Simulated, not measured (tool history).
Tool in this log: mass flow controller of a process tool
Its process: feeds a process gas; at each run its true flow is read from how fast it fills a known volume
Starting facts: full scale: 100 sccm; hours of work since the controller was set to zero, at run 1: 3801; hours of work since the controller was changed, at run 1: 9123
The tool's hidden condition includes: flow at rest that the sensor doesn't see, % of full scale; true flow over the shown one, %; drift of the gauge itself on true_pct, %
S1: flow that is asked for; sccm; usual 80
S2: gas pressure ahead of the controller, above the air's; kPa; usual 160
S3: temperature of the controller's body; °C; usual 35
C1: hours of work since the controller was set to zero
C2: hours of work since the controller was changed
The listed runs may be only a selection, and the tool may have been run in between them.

Run 1, hour 0: usual settings; C1 3801; C2 9123. Result: true flow (%) 102.02.
Run 2, hour 167.5: usual settings; C1 3929; C2 9251. Result: true flow (%) 101.97.
Run 3, hour 390.7: usual settings; C1 4100; C2 9422. Result: true flow (%) 102.09.
Run 4, hour 774.6: usual settings; C1 4393; C2 9715. Result: true flow (%) 102.44.
Run 5, hour 969: usual settings but S1 36 sccm; C1 4542; C2 9864. Result: true flow (%) 103.78.
Run 6, hour 1178.2: usual settings; C1 4702; C2 10024. Result: true flow (%) 102.47.
At hour 1265.5: controller's zero set anew.
Run 7, hour 1366.3: usual settings; C1 77; C2 10167. Result: true flow (%) 100.7.
Run 8, hour 1756.8: usual settings; C1 375; C2 10465. Result: true flow (%) 100.84.
Run 9, hour 1928.2: usual settings but S3 28 °C; C1 506; C2 10596. Result: true flow (%) 101.32.
Run 10, hour 2235.4: usual settings but S2 243 kPa; C1 741; C2 10831. Result: true flow (%) 100.36.
Run 11, hour 2531.5: usual settings but S2 243 kPa; C1 967; C2 11057. Result: true flow (%) 100.36.
Run 12, hour 2722.4: usual settings but S2 226 kPa; C1 1113; C2 11203. Result: true flow (%) 100.69.
Run 13, hour 3026.7: usual settings but S2 226 kPa; C1 1346; C2 11436. Result: true flow (%) 100.95.
Run 14, hour 3392.9: usual settings but S2 226 kPa; C1 1626; C2 11716. Result: true flow (%) 101.02.
Run 15, hour 3567.7: usual settings but S2 226 kPa; C1 1759; C2 11849. Result: true flow (%) 101.07.
Run 16, hour 3974.4: usual settings but S2 187 kPa; C1 2070; C2 12160. Result: true flow (%) 101.54.
Run 17, hour 4201.2: usual settings but S2 187 kPa; C1 2243; C2 12333. Result: true flow (%) 101.45.
Run 18, hour 4421.5: usual settings but S2 187 kPa; C1 2412; C2 12502. Result: true flow (%) 101.63.
Run 19, hour 4619: usual settings but S1 24 sccm; C1 2563; C2 12653. Result: true flow (%) 103.07.
Run 20, hour 4873.7: usual settings but S1 24 sccm; C1 2757; C2 12847. Result: true flow (%) 103.19.
Run 21, hour 5258.2: usual settings but S1 24 sccm; C1 3051; C2 13141. Result: true flow (%) 103.71.
Run 22, hour 5516.6: usual settings but S1 24 sccm, S2 239 kPa; C1 3249; C2 13339. Result: true flow (%) 103.5.
Run 23, hour 5885.1: usual settings but S1 24 sccm, S2 239 kPa; C1 3530; C2 13620. Result: true flow (%) 103.96.
Run 24, hour 6061.6: usual settings but S1 24 sccm, S2 239 kPa; C1 3665; C2 13755. Result: true flow (%) 104.31.
Run 25, hour 6244.8: usual settings but S1 25 sccm, S2 214 kPa; C1 3805; C2 13895. Result: true flow (%) 104.23.
Run 26, hour 6461.8: usual settings but S1 30 sccm, S2 208 kPa; C1 3971; C2 14061. Result: true flow (%) 103.85.
Run 27, hour 6725: usual settings but S1 27 sccm, S2 150 kPa, S3 31 °C; C1 4172; C2 14262. Result: true flow (%) 105.12.
Run 28, hour 7119.8: usual settings but S1 27 sccm, S2 150 kPa, S3 31 °C; C1 4474; C2 14564. Result: true flow (%) 105.59.
At hour 7372.4: controller exchanged for a calibrated one.
Run 29, hour 7372.4: usual settings but S1 27 sccm, S2 150 kPa, S3 31 °C; C1 0; C2 0. Result: true flow (%) 98.5.
Run 30, hour 7573.3: usual settings but S2 144 kPa, S3 36 °C; C1 154; C2 154. Result: true flow (%) 99.24.
Run 31, hour 7767.4: usual settings but S1 66 sccm, S2 148 kPa, S3 30 °C; C1 302; C2 302. Result: true flow (%) 99.58.
Run 32, hour 8180.8: usual settings but S1 66 sccm, S2 173 kPa, S3 30 °C; C1 618; C2 618. Result: true flow (%) 99.65.
Run 33, hour 8447.4: usual settings but S1 12 sccm, S3 25 °C; C1 821; C2 821. Result: true flow (%) 100.96.
Run 34, hour 8704.3: usual settings but S1 12 sccm, S3 25 °C; C1 1018; C2 1018. Result: true flow (%) 101.4.
Run 35, hour 8983: usual settings but S1 12 sccm, S2 197 kPa, S3 32 °C; C1 1231; C2 1231. Result: true flow (%) 101.22.
Run 36, hour 9183.6: usual settings but S1 12 sccm, S2 197 kPa, S3 32 °C; C1 1384; C2 1384. Result: true flow (%) 101.67.
Run 37, hour 9485: usual settings but S1 10 sccm, S2 169 kPa, S3 33 °C; C1 1614; C2 1614. Result: true flow (%) 103.21.
Run 38, hour 9793: usual settings but S1 10 sccm, S2 169 kPa, S3 33 °C; C1 1850; C2 1850. Result: true flow (%) 103.97.
Run 39, hour 10100.7: usual settings but S1 43 sccm, S2 184 kPa, S3 33 °C; C1 2085; C2 2085. Result: true flow (%) 100.33.
Run 40, hour 10378.1: usual settings but S1 53 sccm, S3 22 °C; C1 2297; C2 2297. Result: true flow (%) 101.31.
Run 41, hour 10695.7: usual settings but S1 53 sccm, S3 22 °C; C1 2540; C2 2540. Result: true flow (%) 101.46.
Run 42, hour 11038.4: usual settings but S1 32 sccm, S2 231 kPa, S3 39 °C; C1 2801; C2 2801. Result: true flow (%) 100.61.
Run 43, hour 11394.7: usual settings but S1 12 sccm, S3 39 °C; C1 3074; C2 3074. Result: true flow (%) 106.17.
Run 44, hour 11660.6: usual settings but S1 62 sccm, S2 142 kPa, S3 39 °C; C1 3277; C2 3277. Result: true flow (%) 100.85.
Run 45, hour 11980.5: usual settings but S1 33 sccm, S2 177 kPa; C1 3521; C2 3521. Result: true flow (%) 101.99.
Run 46, hour 12194.7: usual settings but S1 33 sccm, S2 177 kPa; C1 3685; C2 3685. Result: true flow (%) 102.19.
Run 47, hour 12577: usual settings but S1 73 sccm, S2 210 kPa, S3 32 °C; C1 3977; C2 3977. Result: true flow (%) 101.44.

4 ways to go on from here, each from the tool as it stands after run 47. What would each give?
Run A, hour 12750.2: usual settings but S1 10 sccm, S2 144 kPa, S3 23 °C; C1 4110; C2 4110. Result: true flow (%) ?.
Run B, hour 12750.2: usual settings but S1 55 sccm; C1 4110; C2 4110. Result: true flow (%) ?.
Run C, hour 12750.2: usual settings but S1 24 sccm, S2 272 kPa, S3 29 °C; C1 4110; C2 4110. Result: true flow (%) ?.
Run D, hour 12750.2: usual settings but S1 94 sccm, S2 266 kPa; C1 4110; C2 4110. Result: true flow (%) ?.

run  true flow (%)
  A         112.24
  B         101.73
  C         103.86
  D         100.83
With no hidden state in the tool, these same runs would have given:
run  true flow (%)
  A          98.71
  B          98.63
  C          97.77
  D          98.69
